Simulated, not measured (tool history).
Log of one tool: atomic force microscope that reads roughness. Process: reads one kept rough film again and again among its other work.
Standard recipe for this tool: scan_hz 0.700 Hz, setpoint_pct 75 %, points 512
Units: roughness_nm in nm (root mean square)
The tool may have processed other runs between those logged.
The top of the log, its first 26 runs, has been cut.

run   hour  scan_hz  setpoint_pct  points  roughness_nm
     321.6  -- new tip fitted
 27  325.0    1.365            64     796         2.092
 28  334.4    0.700            62     512         2.113
 29  343.1    0.662            70     817         2.026
 30  358.4    0.590            66     855         1.958
 31  367.1    0.700            75     515         1.872
     378.3  -- new tip fitted
 32  380.7    0.700            75     515         2.127
 33  389.4    0.700            75     515         2.075
 34  403.0    0.700            75     515         1.993

What does the tool deliver on the next run?
 35  412.0    0.700            75     515             ?

roughness_nm: 1.936 nm (root mean square)
The same run, on a tool lacking any hidden state, would have yielded roughness_nm 2.114 nm (root mean square).
